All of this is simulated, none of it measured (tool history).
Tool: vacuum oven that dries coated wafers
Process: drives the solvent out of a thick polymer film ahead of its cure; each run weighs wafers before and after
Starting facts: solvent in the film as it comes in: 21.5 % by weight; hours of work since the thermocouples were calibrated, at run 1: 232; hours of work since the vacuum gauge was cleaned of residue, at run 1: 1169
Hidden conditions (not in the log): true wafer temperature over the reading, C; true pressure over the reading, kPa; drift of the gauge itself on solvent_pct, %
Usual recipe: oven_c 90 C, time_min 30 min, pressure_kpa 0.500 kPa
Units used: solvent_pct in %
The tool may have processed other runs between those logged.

run     day  oven_c  time_min  pressure_kpa  hours of work since the thermocouples were calibrated  hours of work since the vacuum gauge was cleaned of residue  solvent_pct
  1   0.000      90        30         0.500                                                    232                                                         1169         4.53
  2   1.508      90        30         0.500                                                    260                                                         1196         4.72
  3   2.633      90        18         0.500                                                    280                                                         1217         7.74
  4   4.117      90        30         0.500                                                    307                                                         1244         4.55
  5   5.988      90        30         0.500                                                    341                                                         1278         4.67
  6   7.971      90        30         0.500                                                    377                                                         1314         4.70
  7   9.275      90        30         0.500                                                    400                                                         1337         4.67
  8  11.025      90        30         0.500                                                    432                                                         1369         4.71
  9  13.379      90        30         0.500                                                    475                                                         1412         4.85
 10  15.350      90        30         0.500                                                    511                                                         1447         4.73
 11  17.729      90        30         0.500                                                    554                                                         1490         4.88
 12  20.062      90        30         0.500                                                    596                                                         1533         4.69
 13  21.521      90        30         0.500                                                    622                                                         1559         4.86
 14  22.721      90        19         0.500                                                    644                                                         1581         7.82
 15  24.946      90        19         0.500                                                    684                                                         1621         7.84
 16  26.196      90        19         0.500                                                    707                                                         1644         7.65
 17  28.354      90        19         0.500                                                    746                                                         1683         7.76
 18  29.533      90        30         0.289                                                    768                                                         1704         4.79
 19  31.733      90        30         0.289                                                    807                                                         1744         4.94
 20  33.504      90        49         0.289                                                    839                                                         1776         2.36
     33.971  -- oven's thermocouples calibrated
 21  35.950      90        49         0.289                                                     36                                                         1819         2.02
 22  38.154      90        49         0.289                                                     76                                                         1859         2.01
 23  40.500      90        49         0.289                                                    118                                                         1901         2.05
 24  42.108      90        49         0.302                                                    147                                                         1930         2.16
 25  43.933      90        21         0.456                                                    181                                                         1964         6.64
 26  46.033      90        30         0.759                                                    218                                                         2002         4.80
 27  47.796      76        42         0.455                                                    250                                                         2034         8.77
 28  49.554      90        30         0.541                                                    282                                                         2065         4.64
 29  52.008      99        47         0.500                                                    327                                                         2110         0.78
 30  53.162      99        32         0.500                                                    348                                                         2131         1.65
 31  54.675      92        34         0.514                                                    375                                                         2158         3.43
 32  57.071     102        50         1.258                                                    419                                                         2202         1.03
 33  59.533      97        21         1.601                                                    463                                                         2246         4.61
 34  61.375      85        30         0.843                                                    496                                                         2280         7.31
 35  62.733      85        30         0.843                                                    521                                                         2304         7.59
 36  64.317     103        30         1.197                                                    550                                                         2333         1.43
 37  66.754      90        46         0.385                                                    594                                                         2377         2.74
 38  68.742      94        36         1.926                                                    630                                                         2413         3.55
 39  69.938      94        24         0.583                                                    652                                                         2435         4.81
 40  71.208      82        30         0.583                                                    675                                                         2458         8.88
 41  73.550      90        18         0.857                                                    717                                                         2500         8.55
 42  74.717      88        26         0.469                                                    738                                                         2521         6.95
 43  75.729      88        26         0.506                                                    756                                                         2540         7.03
     76.117  -- vacuum gauge cleaned of residue and calibrated
 44  77.096      85        42         0.686                                                    780                                                           18         5.13
 45  78.746      93        39         0.500                                                    810                                                           48         2.34
 46  80.446     100        29         1.547                                                    841                                                           78         2.23
     80.788  -- oven's thermocouples calibrated
 47  82.008     100        29         1.547                                                     22                                                          105         2.03

3 ways to go on from here, each from the tool as it stands after run 47. What would each give?
  A  83.675      90        16         0.839                                                     52                                                          135            ?
  B  83.675      90        30         0.904                                                     52                                                          135            ?
  C  83.675     101        29         1.547                                                     52                                                          135            ?

run  solvent_pct
  A         8.56
  B         4.75
  C         1.84
Take away the tool's hidden state, keep each run's random variation, and the runs would have read:
run  solvent_pct
  A         8.43
  B         4.62
  C         1.76
